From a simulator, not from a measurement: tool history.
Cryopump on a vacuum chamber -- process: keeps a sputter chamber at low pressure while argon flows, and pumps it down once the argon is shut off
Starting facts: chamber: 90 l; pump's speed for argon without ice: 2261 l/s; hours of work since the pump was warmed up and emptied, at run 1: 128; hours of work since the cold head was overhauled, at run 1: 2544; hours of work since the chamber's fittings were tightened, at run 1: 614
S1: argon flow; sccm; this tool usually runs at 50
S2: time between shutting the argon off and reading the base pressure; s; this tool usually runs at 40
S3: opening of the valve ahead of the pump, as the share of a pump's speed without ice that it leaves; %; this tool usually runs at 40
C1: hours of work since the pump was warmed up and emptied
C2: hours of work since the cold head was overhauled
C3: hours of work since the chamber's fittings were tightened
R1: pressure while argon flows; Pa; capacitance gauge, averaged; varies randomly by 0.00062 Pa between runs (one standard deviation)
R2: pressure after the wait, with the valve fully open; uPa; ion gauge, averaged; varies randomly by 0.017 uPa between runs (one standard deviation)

run	hour	S1	S2	S3	C1	C2	C3	R1	R2
1	0	50	40	40	128	2544	614	0.0964	1.57
2	75.2	50	40	40	195	2610	681	0.0959	1.6
3	155.3	50	40	40	266	2681	752	0.0952	1.62
4	199.3	50	40	40	305	2720	791	0.0965	1.67
5	277.2	50	40	40	374	2789	860	0.0983	1.63
6	372.5	50	40	40	458	2874	944	0.0978	1.68
7	453.5	50	40	40	530	2946	1016	0.0995	1.64
8	518.2	50	40	40	587	3003	1073	0.0993	1.67
9	590.3	50	40	40	651	3067	1137	0.1008	1.7
10	667.9	50	40	40	720	3136	1206	0.1012	1.7
11	753.3	50	35	40	796	3212	1282	0.1037	1.95
12	811.2	50	35	40	847	3263	1333	0.1033	1.89
13	858.4	50	35	40	889	3305	1375	0.1044	1.94
14	897.3	50	40	34	923	3339	1409	0.1204	1.74
15	955	50	40	34	975	3390	1461	0.1216	1.74
16	1029.2	50	138	34	1040	3456	1526	0.1224	0.77
17	1074.4	50	40	40	1080	3496	1566	0.1067	1.77
# hour 1141.5: pump warmed up, emptied and cooled again
18	1147.7	50	40	40	5	3557	1627	0.0946	1.7
19	1193.4	50	40	40	46	3597	1668	0.0959	1.69
20	1279.8	28	22	17	123	3674	1744	0.1243	2.81
21	1352.2	53	153	20	187	3738	1808	0.2015	0.68
22	1422.3	53	153	20	249	3800	1870	0.2	0.69
23	1480.3	53	153	20	300	3852	1922	0.2033	0.7
24	1551.4	50	81	27	363	3915	1985	0.1419	1
25	1623.6	50	81	27	427	3979	2049	0.1437	1.04
26	1669.6	68	41	47	468	4019	2090	0.1152	1.71
27	1758.2	53	187	37	547	4098	2168	0.1143	0.63
28	1808	71	154	17	591	4142	2212	0.3232	0.73
29	1864.7	71	154	17	641	4192	2263	0.3205	0.74
30	1942.5	71	154	17	710	4261	2332	0.3239	0.76
31	1992.1	71	154	17	754	4305	2376	0.3236	0.77
32	2054.2	47	143	17	809	4360	2431	0.2136	0.8
33	2144.1	50	40	31	889	4440	2510	0.1312	1.8

Difference, measured minus no-hidden-state, one row per run. Run-to-run variation is common to both terms; the gauge's own scatter need not be:
The tool's hidden condition here consists of: pump's speed, % of a pump's without ice; cold plate's temperature, K; leak into the chamber, uPa l/s; drift of the gauge itself on working_pa, %; drift of the gauge itself on base_upa, %.
run	R1	R2
1	+0.0019	+0.06
2	+0.0025	+0.07
3	+0.0031	+0.08
4	+0.0035	+0.09
5	+0.0044	+0.1
6	+0.0053	+0.11
7	+0.0061	+0.12
8	+0.0066	+0.12
9	+0.0075	+0.14
10	+0.0083	+0.15
11	+0.0093	+0.16
12	+0.0099	+0.17
13	+0.0103	+0.18
14	+0.0107	+0.18
15	+0.0115	+0.19
16	+0.0125	+0.21
17	+0.0131	+0.22
18	+0.0008	+0.13
19	+0.0012	+0.14
20	+0.001	+0.16
21	+0.0026	+0.16
22	+0.0032	+0.17
23	+0.0038	+0.18
24	+0.0042	+0.19
25	+0.0047	+0.2
26	+0.0072	+0.2
27	+0.0064	+0.22
28	+0.0094	+0.23
29	+0.0101	+0.24
30	+0.0112	+0.26
31	+0.0119	+0.26
32	+0.0085	+0.28
33	+0.0101	+0.28
